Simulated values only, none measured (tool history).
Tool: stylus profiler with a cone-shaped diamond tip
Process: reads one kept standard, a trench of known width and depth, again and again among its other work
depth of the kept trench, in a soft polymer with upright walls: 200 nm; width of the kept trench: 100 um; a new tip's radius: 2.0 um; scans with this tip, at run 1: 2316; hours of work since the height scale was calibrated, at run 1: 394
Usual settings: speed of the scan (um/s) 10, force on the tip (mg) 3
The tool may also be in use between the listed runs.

run	hour	speed of the scan (um/s)	force on the tip (mg)	scans with this tip	hours of work since the height scale was calibrated	depth of the trench (Å)	width of the trench's floor (um)
1	0	10	3	2316	394	2033.3	97.99
2	51.9	3	3	2558	436	2034.5	98.02
3	102.4	10	8.01	2793	476	2062.6	97.98
4	150.2	10	8.01	3016	514	2064.7	97.95
5	187.8	10	8.01	3192	544	2063.4	97.97
6	230.9	10	8.01	3393	578	2063.6	97.89
7	265.2	10	3	3552	605	2035.1	97.88
8	326.2	10	3	3837	654	2036.1	97.84
9	380.8	10	3	4092	697	2036.3	97.85
10	415.9	35	2.93	4256	725	2038.5	97.73
11	477.4	35	2.93	4543	774	2037.1	97.78
12	508.7	7	1.13	4689	799	2021.7	97.85
13	540.3	8	2.39	4836	824	2032.4	97.79
14	588	6	5.12	5059	862	2050.5	97.83
15	622.5	6	5.12	5219	889	2048.9	97.79
16	670.2	9	5.12	5442	927	2050.6	97.71
17	721	9	5.12	5679	967	2051.9	97.71

3 ways to go on from here, each from the tool as it stands after run 17. What would each give?
A	772.1	14	1.66	5917	1008	?	?
B	772.1	5	3	5917	1008	?	?
C	772.1	10	6.48	5917	1008	?	?

run	depth of the trench (Å)	width of the trench's floor (um)
A	2026.7	97.67
B	2037.3	97.7
C	2059.4	97.71
Without the tool's hidden state the same runs would have given:
run	depth of the trench (Å)	width of the trench's floor (um)
A	2020.4	98.2
B	2030.9	98.23
C	2052.9	98.25
